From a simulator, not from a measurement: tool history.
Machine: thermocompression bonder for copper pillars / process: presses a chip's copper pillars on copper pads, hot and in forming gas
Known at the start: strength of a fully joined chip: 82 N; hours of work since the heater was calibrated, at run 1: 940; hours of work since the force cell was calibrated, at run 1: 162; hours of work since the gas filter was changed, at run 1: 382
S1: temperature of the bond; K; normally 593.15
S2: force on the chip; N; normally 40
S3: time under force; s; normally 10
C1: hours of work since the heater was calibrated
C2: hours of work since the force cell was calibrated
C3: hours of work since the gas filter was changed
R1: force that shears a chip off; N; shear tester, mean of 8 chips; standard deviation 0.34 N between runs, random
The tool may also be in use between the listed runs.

run    hour      S1  S2  S3    C1   C2   C3    R1
  1       0  593.15  40  10   940  162  382  48.9
  2      31  567.15  40  10   956  178  398  37.6
  3    46.6  593.15  40  10   964  187  406  49.3
       61.2  -- forming gas filter changed
  4    82.3  593.15  40  10   983  205   11  50.5
  5   107.5  593.15  40  10   996  218   24  50.5
  6   134.6  593.15  40  10  1011  233   39  51.4
  7   164.2  569.15  40  10  1026  248   54  40.6
  8   198.1  593.15  40  10  1044  266   72  51.4
  9   229.2  613.15  40  10  1061  283   89  59.2
 10   264.4  593.15  40  10  1079  301  107  50.8
 11   290.9  593.15  40  10  1093  315  121  50.4
 12     324  593.15  40  10  1110  333  139  50.4
 13   353.3  593.15  40  10  1126  348  154  50.8
        369  -- heater calibrated with a thermocouple chip
 14   387.4  574.15  40  10    10  365  171  37.7
 15   406.1  575.15  40  10    20  375  181  37.7
 16   425.8  593.15  28  10    30  385  191    33
 17   462.5  593.15  40  10    49  405  211  45.7
 18   493.5  593.15  40  10    66  421  227  46.3
 19   509.7  593.15  40  10    74  430  236  46.1
 20   526.8  593.15  25  10    83  439  245  29.7
 21   552.7  610.15  39  28    97  452  258  66.5
 22   570.5  610.15  39  28   106  462  268  66.5
 23   586.6  610.15  30   5   115  470  276    33
 24   617.5  584.15  44   5   131  487  293  35.6
 25   646.1  584.15  44   5   146  502  308  35.3
      650.3  -- force cell calibrated
 26   668.3  599.15  31   5   157    9  318  29.6
 27   683.7  608.15  46   9   165   18  327  55.9
 28   707.7  575.15  27   6   178   30  339  20.5
      712.5  -- force cell calibrated, once more
 29   746.2  621.15  40   7   197   18  359  51.5
 30   766.3  621.15  40   7   208   28  369  52.3
 31   783.9  573.15  35   6   217   38  379  26.9
 32   819.2  573.15  35   6   236   56  397  26.8
 33   841.2  593.15  32  10   248   68  409  38.1
      848.8  -- forming gas filter changed
 34   869.7  593.15  32  10   262   83   11    39
 35   906.3  593.15  32  10   282  102   30  39.2
 36     938  598.15  27  28   298  119   47    50
 37   967.5  593.15  40  21   314  134   63  58.2
 38   983.5  596.15  40   9   322  143   71  46.3
 39    1002  623.15  51  21   332  153   81  75.1
 40  1026.5  611.15  40  10   345  165   94  55.7

Below are 4 alternative next runs, each starting from the tool's condition after run 40. Predict each:
  A  1060.9  611.15  24   5  363  184  112   ?
  B  1060.9  593.15  40  10  363  184  112   ?
  C  1060.9  590.15  35  18  363  184  112   ?
  D  1060.9  593.15  41  11  363  184  112   ?

run    R1
  A  27.7
  B  47.2
  C    50
  D  50.2
Without the tool's unlogged condition, the same runs would have read:
run    R1
  A    27
  B  46.3
  C  49.1
  D  49.3
